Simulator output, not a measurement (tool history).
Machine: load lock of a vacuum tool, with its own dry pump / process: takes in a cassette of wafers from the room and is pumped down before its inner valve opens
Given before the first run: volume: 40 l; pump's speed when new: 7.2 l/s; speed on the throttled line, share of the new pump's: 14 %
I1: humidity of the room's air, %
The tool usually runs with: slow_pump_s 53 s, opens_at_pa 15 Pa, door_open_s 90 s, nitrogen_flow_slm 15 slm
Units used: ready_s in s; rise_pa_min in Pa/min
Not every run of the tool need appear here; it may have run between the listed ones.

Run 1, hour 0.0: usual settings; I1 43.6. Result: ready_s 102.9 s, rise_pa_min 0.103 Pa/min.
Run 2, hour 103.0: usual settings; I1 47.1. Result: ready_s 101.9 s, rise_pa_min 0.115 Pa/min.
Run 3, hour 257.9: usual settings; I1 42.4. Result: ready_s 102.5 s, rise_pa_min 0.104 Pa/min.
Run 4, hour 339.2: usual settings; I1 47.1. Result: ready_s 102.5 s, rise_pa_min 0.113 Pa/min.
Run 5, hour 480.0: usual settings but nitrogen_flow_slm 6 slm; I1 44.4. Result: ready_s 103.0 s, rise_pa_min 0.126 Pa/min.
Run 6, hour 584.0: usual settings but nitrogen_flow_slm 6 slm; I1 47.6. Result: ready_s 102.8 s, rise_pa_min 0.141 Pa/min.
Run 7, hour 711.0: usual settings but nitrogen_flow_slm 6 slm; I1 46.3. Result: ready_s 101.8 s, rise_pa_min 0.134 Pa/min.
Run 8, hour 826.1: usual settings but nitrogen_flow_slm 6 slm; I1 44.1. Result: ready_s 103.6 s, rise_pa_min 0.133 Pa/min.
Run 9, hour 1004.1: usual settings but nitrogen_flow_slm 6 slm; I1 46.4. Result: ready_s 103.7 s, rise_pa_min 0.135 Pa/min.
Run 10, hour 1112.5: usual settings but nitrogen_flow_slm 6 slm; I1 44.9. Result: ready_s 102.2 s, rise_pa_min 0.142 Pa/min.
Run 11, hour 1221.0: usual settings but nitrogen_flow_slm 35 slm; I1 44.1. Result: ready_s 103.3 s, rise_pa_min 0.106 Pa/min.
Run 12, hour 1357.5: usual settings but nitrogen_flow_slm 35 slm; I1 44.9. Result: ready_s 103.3 s, rise_pa_min 0.105 Pa/min.
Run 13, hour 1493.8: usual settings but door_open_s 34 s, nitrogen_flow_slm 35 slm; I1 47.7. Result: ready_s 104.1 s, rise_pa_min 0.097 Pa/min.
Run 14, hour 1587.2: usual settings but door_open_s 34 s, nitrogen_flow_slm 35 slm; I1 42.3. Result: ready_s 103.2 s, rise_pa_min 0.105 Pa/min.
Run 15, hour 1685.4: usual settings but slow_pump_s 63 s; I1 47.4. Result: ready_s 111.8 s, rise_pa_min 0.132 Pa/min.
Run 16, hour 1765.0: usual settings but slow_pump_s 63 s; I1 45.7. Result: ready_s 111.3 s, rise_pa_min 0.136 Pa/min.
Run 17, hour 1889.1: usual settings but slow_pump_s 63 s; I1 40.6. Result: ready_s 113.0 s, rise_pa_min 0.134 Pa/min.
Run 18, hour 2050.2: usual settings but slow_pump_s 63 s; I1 48.5. Result: ready_s 112.2 s, rise_pa_min 0.135 Pa/min.
Run 19, hour 2149.2: usual settings but opens_at_pa 13 Pa; I1 43.5. Result: ready_s 105.4 s, rise_pa_min 0.138 Pa/min.
Run 20, hour 2282.5: usual settings but slow_pump_s 92 s, opens_at_pa 23 Pa, nitrogen_flow_slm 18 slm; I1 45.7. Result: ready_s 133.9 s, rise_pa_min 0.141 Pa/min.
Run 21, hour 2419.4: usual settings but slow_pump_s 63 s, opens_at_pa 21 Pa; I1 44.1. Result: ready_s 109.8 s, rise_pa_min 0.138 Pa/min.
Run 22, hour 2571.3: usual settings but slow_pump_s 63 s, opens_at_pa 21 Pa; I1 43.0. Result: ready_s 110.6 s, rise_pa_min 0.142 Pa/min.
Run 23, hour 2730.1: usual settings but door_open_s 92 s, nitrogen_flow_slm 26 slm; I1 46.4. Result: ready_s 105.3 s, rise_pa_min 0.139 Pa/min.
Run 24, hour 2869.5: usual settings but door_open_s 92 s, nitrogen_flow_slm 26 slm; I1 46.2. Result: ready_s 103.8 s, rise_pa_min 0.142 Pa/min.
Run 25, hour 2980.2: usual settings but slow_pump_s 61 s, door_open_s 98 s, nitrogen_flow_slm 26 slm; I1 42.3. Result: ready_s 112.9 s, rise_pa_min 0.137 Pa/min.
Run 26, hour 3137.0: usual settings but slow_pump_s 40 s, opens_at_pa 13 Pa, door_open_s 68 s, nitrogen_flow_slm 6 slm; I1 45.4. Result: ready_s 95.6 s, rise_pa_min 0.164 Pa/min.
Run 27, hour 3251.6: usual settings but slow_pump_s 40 s, opens_at_pa 13 Pa, door_open_s 68 s, nitrogen_flow_slm 6 slm; I1 45.0. Result: ready_s 95.7 s, rise_pa_min 0.160 Pa/min.
Run 28, hour 3368.2: usual settings but slow_pump_s 59 s, opens_at_pa 10 Pa, nitrogen_flow_slm 10 slm; I1 44.5. Result: ready_s 112.4 s, rise_pa_min 0.159 Pa/min.
Run 29, hour 3512.2: usual settings but slow_pump_s 51 s, door_open_s 34 s, nitrogen_flow_slm 31 slm; I1 48.0. Result: ready_s 103.5 s, rise_pa_min 0.135 Pa/min.
Run 30, hour 3660.9: usual settings but slow_pump_s 51 s, door_open_s 34 s, nitrogen_flow_slm 31 slm; I1 44.5. Result: ready_s 103.4 s, rise_pa_min 0.130 Pa/min.
Run 31, hour 3763.2: usual settings but slow_pump_s 51 s, door_open_s 34 s, nitrogen_flow_slm 31 slm; I1 47.5. Result: ready_s 103.4 s, rise_pa_min 0.128 Pa/min.
Run 32, hour 3860.9: usual settings but slow_pump_s 51 s, door_open_s 34 s, nitrogen_flow_slm 31 slm; I1 46.4. Result: ready_s 103.5 s, rise_pa_min 0.138 Pa/min.
Run 33, hour 4031.8: usual settings but slow_pump_s 86 s, door_open_s 70 s, nitrogen_flow_slm 5 slm; I1 45.1. Result: ready_s 132.3 s, rise_pa_min 0.168 Pa/min.
Run 34, hour 4124.1: usual settings but slow_pump_s 86 s, door_open_s 70 s, nitrogen_flow_slm 5 slm; I1 45.4. Result: ready_s 133.6 s, rise_pa_min 0.170 Pa/min.
Run 35, hour 4244.1: usual settings but slow_pump_s 86 s, opens_at_pa 14 Pa, door_open_s 70 s, nitrogen_flow_slm 5 slm; I1 43.3. Result: ready_s 131.7 s, rise_pa_min 0.178 Pa/min.
Run 36, hour 4350.9: usual settings but slow_pump_s 86 s, opens_at_pa 14 Pa, door_open_s 70 s, nitrogen_flow_slm 5 slm; I1 45.7. Result: ready_s 132.8 s, rise_pa_min 0.179 Pa/min.
Run 37, hour 4443.5: usual settings but slow_pump_s 28 s, opens_at_pa 13 Pa, door_open_s 35 s, nitrogen_flow_slm 8 slm; I1 46.4. Result: ready_s 86.8 s, rise_pa_min 0.165 Pa/min.

3 ways to go on from here, each from the tool as it stands after run 37. What would each give?
Run A, hour 4601.0: usual settings but slow_pump_s 28 s, opens_at_pa 13 Pa, door_open_s 35 s, nitrogen_flow_slm 8 slm; I1 47.1. Result: ready_s ?, rise_pa_min ?.
Run B, hour 4601.0: usual settings but slow_pump_s 57 s, opens_at_pa 29 Pa, door_open_s 35 s, nitrogen_flow_slm 8 slm; I1 47.8. Result: ready_s ?, rise_pa_min ?.
Run C, hour 4601.0: usual settings but slow_pump_s 39 s, door_open_s 130 s; I1 44.3. Result: ready_s ?, rise_pa_min ?.

run  ready_s  rise_pa_min
  A     87.3        0.167
  B    102.9        0.170
  C     94.5        0.189
Take away the tool's hidden state, keep each run's random variation, and the runs would have read:
run  ready_s  rise_pa_min
  A     74.9        0.054
  B     93.1        0.057
  C     82.8        0.076

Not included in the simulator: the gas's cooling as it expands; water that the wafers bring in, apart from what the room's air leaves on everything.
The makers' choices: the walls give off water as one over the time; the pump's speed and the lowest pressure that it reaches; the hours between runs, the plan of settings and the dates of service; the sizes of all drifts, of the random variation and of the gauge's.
